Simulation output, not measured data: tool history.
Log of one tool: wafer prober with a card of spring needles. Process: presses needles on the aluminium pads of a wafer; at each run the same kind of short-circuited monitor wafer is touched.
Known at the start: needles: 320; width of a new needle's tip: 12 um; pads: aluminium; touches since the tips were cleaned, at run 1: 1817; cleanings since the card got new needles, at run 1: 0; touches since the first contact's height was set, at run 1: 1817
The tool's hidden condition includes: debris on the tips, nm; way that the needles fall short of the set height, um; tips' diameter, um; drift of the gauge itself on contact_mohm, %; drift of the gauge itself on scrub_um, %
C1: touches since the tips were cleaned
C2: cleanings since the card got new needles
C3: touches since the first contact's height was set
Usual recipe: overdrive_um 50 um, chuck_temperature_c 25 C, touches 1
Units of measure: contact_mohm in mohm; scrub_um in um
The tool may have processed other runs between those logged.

Run 1, hour 0.0: usual settings; C1 1817; C2 0; C3 1817. Result: contact_mohm 167 mohm, scrub_um 7.68 um.
Run 2, hour 4.9: usual settings but chuck_temperature_c 55 C; C1 4681; C2 0; C3 4681. Result: contact_mohm 189 mohm, scrub_um 7.66 um.
Run 3, hour 12.1: usual settings but chuck_temperature_c 55 C; C1 8857; C2 0; C3 8857. Result: contact_mohm 199 mohm, scrub_um 7.68 um.
At hour 12.9: tips cleaned on abrasive film.
Run 4, hour 23.1: usual settings but chuck_temperature_c 55 C; C1 5954; C2 1; C3 15234. Result: contact_mohm 204 mohm, scrub_um 7.69 um.
At hour 28.5: tips cleaned on abrasive film.
Run 5, hour 32.4: usual settings; C1 2261; C2 2; C3 20593. Result: contact_mohm 177 mohm, scrub_um 7.66 um.
Run 6, hour 42.8: usual settings; C1 8345; C2 2; C3 26677. Result: contact_mohm 198 mohm, scrub_um 7.68 um.
At hour 44.4: tips cleaned on abrasive film.
Run 7, hour 54.2: usual settings; C1 5693; C2 3; C3 33242. Result: contact_mohm 191 mohm, scrub_um 7.65 um.
At hour 60.3: tips cleaned on abrasive film.
Run 8, hour 60.3: usual settings; C1 0; C2 4; C3 36717. Result: contact_mohm 152 mohm, scrub_um 7.65 um.
At hour 64.2: tips cleaned on abrasive film, once more.
Run 9, hour 67.5: usual settings; C1 1903; C2 5; C3 40878. Result: contact_mohm 178 mohm, scrub_um 7.63 um.
Run 10, hour 79.6: usual settings but chuck_temperature_c 46 C, touches 3; C1 8970; C2 5; C3 47945. Result: contact_mohm 170 mohm, scrub_um 7.63 um.
At hour 80.3: tips cleaned on abrasive film.
Run 11, hour 87.9: usual settings but overdrive_um 62 um, touches 2; C1 4415; C2 6; C3 52723. Result: contact_mohm 164 mohm, scrub_um 9.44 um.
Run 12, hour 93.2: usual settings but overdrive_um 51 um, chuck_temperature_c 44 C; C1 7482; C2 6; C3 55790. Result: contact_mohm 197 mohm, scrub_um 7.76 um.
At hour 96.2: tips cleaned on abrasive film.
Run 13, hour 102.4: usual settings but overdrive_um 51 um, chuck_temperature_c 44 C; C1 3613; C2 7; C3 61134. Result: contact_mohm 184 mohm, scrub_um 7.75 um.
Run 14, hour 108.4: usual settings but chuck_temperature_c 37 C; C1 7107; C2 7; C3 64628. Result: contact_mohm 199 mohm, scrub_um 7.59 um.
At hour 112.0: tips cleaned on abrasive film.
Run 15, hour 113.9: usual settings but overdrive_um 39 um, chuck_temperature_c 34 C, touches 2; C1 1130; C2 8; C3 67767. Result: contact_mohm 170 mohm, scrub_um 5.89 um.

Here are 4 independent what-if runs from the current tool condition. What would each one return?
Run A, hour 119.3: usual settings but chuck_temperature_c 105 C; C1 4293; C2 8; C3 70930. Result: contact_mohm ?, scrub_um ?.
Run B, hour 119.3: usual settings but chuck_temperature_c 104 C, touches 3; C1 4293; C2 8; C3 70930. Result: contact_mohm ?, scrub_um ?.
Run C, hour 119.3: usual settings but touches 3; C1 4293; C2 8; C3 70930. Result: contact_mohm ?, scrub_um ?.
Run D, hour 119.3: usual settings but overdrive_um 36 um; C1 4293; C2 8; C3 70930. Result: contact_mohm ?, scrub_um ?.

run  contact_mohm  scrub_um
  A           197      7.56
  B           171      7.58
  C           161      7.57
  D           220      5.44
The same runs, with their run-to-run variation unchanged, on a tool lacking any hidden condition would have given:
run  contact_mohm  scrub_um
  A           160      7.66
  B           157      7.68
  C           146      7.67
  D           149      5.54
